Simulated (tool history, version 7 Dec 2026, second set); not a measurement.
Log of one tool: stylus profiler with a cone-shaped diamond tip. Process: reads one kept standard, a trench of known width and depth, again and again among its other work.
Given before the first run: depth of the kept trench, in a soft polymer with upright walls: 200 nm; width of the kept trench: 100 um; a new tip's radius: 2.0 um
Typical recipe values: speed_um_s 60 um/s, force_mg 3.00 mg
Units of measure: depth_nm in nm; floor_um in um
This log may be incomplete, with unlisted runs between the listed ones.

{"run": 1, "hour": 0.0, "speed_um_s": 60, "force_mg": 3.0, "depth_nm": 202.2, "floor_um": 98.11}
{"run": 2, "hour": 56.3, "speed_um_s": 60, "force_mg": 3.0, "depth_nm": 202.17, "floor_um": 98.13}
{"run": 3, "hour": 114.0, "speed_um_s": 60, "force_mg": 4.35, "depth_nm": 202.79, "floor_um": 98.12}
{"run": 4, "hour": 160.1, "speed_um_s": 59, "force_mg": 3.0, "depth_nm": 202.12, "floor_um": 98.09}
{"run": 5, "hour": 248.9, "speed_um_s": 60, "force_mg": 3.0, "depth_nm": 202.16, "floor_um": 98.1}
{"run": 6, "hour": 301.5, "speed_um_s": 60, "force_mg": 3.0, "depth_nm": 202.08, "floor_um": 98.1}
{"run": 7, "hour": 340.9, "speed_um_s": 60, "force_mg": 2.65, "depth_nm": 202.04, "floor_um": 98.12}
{"run": 8, "hour": 430.3, "speed_um_s": 60, "force_mg": 3.67, "depth_nm": 202.45, "floor_um": 98.1}
{"run": 9, "hour": 514.0, "speed_um_s": 60, "force_mg": 3.67, "depth_nm": 202.43, "floor_um": 98.11}
{"run": 10, "hour": 568.6, "speed_um_s": 60, "force_mg": 3.67, "depth_nm": 202.45, "floor_um": 98.17}
{"run": 11, "hour": 615.2, "speed_um_s": 60, "force_mg": 3.67, "depth_nm": 202.43, "floor_um": 98.07}
{"run": 12, "hour": 693.8, "speed_um_s": 60, "force_mg": 3.67, "depth_nm": 202.46, "floor_um": 98.08}
{"run": 13, "hour": 758.6, "speed_um_s": 60, "force_mg": 3.67, "depth_nm": 202.5, "floor_um": 98.14}
{"run": 14, "hour": 826.5, "speed_um_s": 60, "force_mg": 3.0, "depth_nm": 202.15, "floor_um": 98.07}
{"run": 15, "hour": 911.5, "speed_um_s": 60, "force_mg": 3.0, "depth_nm": 202.11, "floor_um": 98.1}
{"run": 16, "hour": 949.5, "speed_um_s": 18, "force_mg": 1.43, "depth_nm": 201.31, "floor_um": 98.19}
{"run": 17, "hour": 1033.4, "speed_um_s": 22, "force_mg": 6.2, "depth_nm": 203.46, "floor_um": 98.21}

What does the tool deliver on the next run?
{"run": 18, "hour": 1084.5, "speed_um_s": 22, "force_mg": 6.2, "depth_nm": "?", "floor_um": "?"}

Logged for run 18: depth_nm 203.45 nm, floor_um 98.20 um.
Without the tool's hidden state the same run would have given depth_nm 203.45 nm, floor_um 98.21 um.
